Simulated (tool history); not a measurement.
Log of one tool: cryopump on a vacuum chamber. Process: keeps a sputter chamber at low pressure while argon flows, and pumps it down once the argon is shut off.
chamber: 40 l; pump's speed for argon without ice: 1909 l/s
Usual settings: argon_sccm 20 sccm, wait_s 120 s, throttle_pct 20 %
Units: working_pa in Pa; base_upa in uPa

run     day  argon_sccm  wait_s  throttle_pct  working_pa  base_upa
  1   0.000          20     120            20      0.0943      0.95
  2   0.829          20     120            20      0.0935      0.94
  3   1.554          20     120            20      0.0963      0.94
  4   2.525          20     120            20      0.0950      0.96
  5   3.375          20     120            21      0.0924      0.99
  6   3.850          20     120            25      0.0787      1.02
  7   4.662          20     120            33      0.0626      1.04
  8   5.458          20     120            33      0.0613      1.05
  9   6.042          20     120            33      0.0621      1.05
      6.917  -- pump warmed up, emptied and cooled again
 10   7.079          20     120            33      0.0540      0.92
 11   7.521          20     120            33      0.0533      0.93
 12   8.142          20     120            20      0.0884      0.98
 13   8.917          20     120            20      0.0898      0.95
 14   9.354          20     120            20      0.0895      0.94
 15  10.346          20     120            20      0.0909      0.96
 16  11.075          20     120            20      0.0908      0.99
 17  11.954          20     120            20      0.0895      0.98
 18  12.838          20     120            20      0.0902      1.03
 19  13.717          29     120            20      0.1322      1.02
 20  14.283          29     120            20      0.1322      1.05
 21  15.067          27     222            51      0.0508      0.77
 22  15.958          27     222            51      0.0508      0.76
 23  16.671          19     120            20      0.0867      1.07
 24  17.362          16     201            20      0.0732      0.85
 25  18.167          19     251            24      0.0740      0.83
 26  18.917          20      99            27      0.0694      1.22
 27  19.708          36      26            24      0.1413      3.23
 28  20.458          10     120            18      0.0521      1.10
 29  21.233           8     122            37      0.0219      1.16
 30  22.071          26     122            31      0.0806      1.18
 31  22.867          18     118            56      0.0334      1.22
 32  23.692          18     118            56      0.0343      1.27
 33  24.183          18     118            56      0.0342      1.30
 34  24.808          18     118            56      0.0341      1.30
 35  25.742          37      22            24      0.1495      3.76

3 ways to go on from here, each from the tool as it stands after run 35. What would each give?
  A  26.162          30     131            32           ?         ?
  B  26.162          17      22            27           ?         ?
  C  26.162          25      22            24           ?         ?

run  working_pa  base_upa
  A      0.0948      1.28
  B      0.0628      3.82
  C      0.1011      3.81
Without the tool's hidden state the same runs would have given:
run  working_pa  base_upa
  A      0.0834      0.70
  B      0.0563      3.24
  C      0.0916      3.24
